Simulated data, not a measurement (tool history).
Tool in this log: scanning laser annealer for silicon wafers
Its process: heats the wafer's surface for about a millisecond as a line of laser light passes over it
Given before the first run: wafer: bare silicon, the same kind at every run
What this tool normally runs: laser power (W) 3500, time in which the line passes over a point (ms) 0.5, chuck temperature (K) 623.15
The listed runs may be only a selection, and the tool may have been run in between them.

run	day	laser power (W)	time in which the line passes over a point (ms)	chuck temperature (K)	highest temperature of the surface (K)
1	0	3500	0.5	623.15	1315.15
2	1.788	3500	0.476	623.15	1295.15
3	3.438	3500	0.523	623.15	1327.15
4	5.238	3500	0.477	623.15	1294.15
5	6.783	3500	0.5	623.15	1308.15
6	8.208	3742	0.5	623.15	1363.15
7	9.721	3500	0.5	623.15	1306.15
8	11.317	3500	0.5	623.15	1307.15
9	13.038	3500	0.5	623.15	1300.15
10	14.817	3500	0.5	623.15	1303.15
# day 15.725: optics aligned, line set to its width
11	16.488	3500	0.5	623.15	1319.15
12	17.95	3500	0.5	623.15	1322.15
13	18.938	3500	0.5	623.15	1318.15
14	20.529	3500	0.5	623.15	1315.15
15	21.962	3500	0.5	641.15	1332.15
16	23.671	3500	0.5	641.15	1331.15
17	25.221	3500	0.5	641.15	1328.15
18	26.771	3490	0.5	641.15	1323.15
19	28.488	3490	0.5	641.15	1322.15
# day 29.004: window over the wafer cleaned
20	30.092	3500	0.56	623.15	1376.15
21	31.842	3500	0.5	623.15	1337.15
22	33.604	3663	0.581	623.15	1428.15
23	35.404	3663	0.581	623.15	1427.15
24	37.15	3663	0.581	623.15	1426.15
25	38.429	3649	0.415	623.15	1302.15
26	39.808	3649	0.549	623.15	1393.15
27	40.762	3649	0.549	623.15	1398.15
28	42.104	3365	0.515	602.15	1285.15
29	42.875	2984	0.515	602.15	1186.15
30	44.217	2984	0.515	613.15	1200.15
31	45.646	2984	0.409	611.15	1136.15
32	46.921	3500	0.5	658.15	1357.15
33	48.442	3500	0.5	658.15	1353.15
34	49.238	3500	0.5	658.15	1355.15
35	50.925	3500	0.585	594.15	1339.15
36	52	3500	0.5	584.15	1276.15
37	53.017	3500	0.5	612.15	1304.15
38	54.083	3048	0.387	623.15	1140.15
39	55.375	3048	0.387	623.15	1140.15
40	56.271	3500	0.498	595.15	1283.15
41	57.562	3460	0.418	638.15	1258.15

Results per run with the tool's hidden condition removed, run-to-run variation unchanged:
The hidden state here: light that passes the window, % of a clean one's; laser's true power over the reading, %; width of the line over the set one, %; drift of the gauge itself on peak_c, C.
run	highest temperature of the surface (K)
1	1337.15
2	1319.15
3	1353.15
4	1321.15
5	1337.15
6	1396.15
7	1338.15
8	1341.15
9	1335.15
10	1340.15
11	1337.15
12	1341.15
13	1338.15
14	1337.15
15	1356.15
16	1357.15
17	1355.15
18	1352.15
19	1352.15
20	1376.15
21	1338.15
22	1432.15
23	1433.15
24	1433.15
25	1310.15
26	1403.15
27	1409.15
28	1296.15
29	1196.15
30	1212.15
31	1148.15
32	1374.15
33	1371.15
34	1374.15
35	1361.15
36	1298.15
37	1327.15
38	1158.15
39	1160.15
40	1309.15
41	1283.15

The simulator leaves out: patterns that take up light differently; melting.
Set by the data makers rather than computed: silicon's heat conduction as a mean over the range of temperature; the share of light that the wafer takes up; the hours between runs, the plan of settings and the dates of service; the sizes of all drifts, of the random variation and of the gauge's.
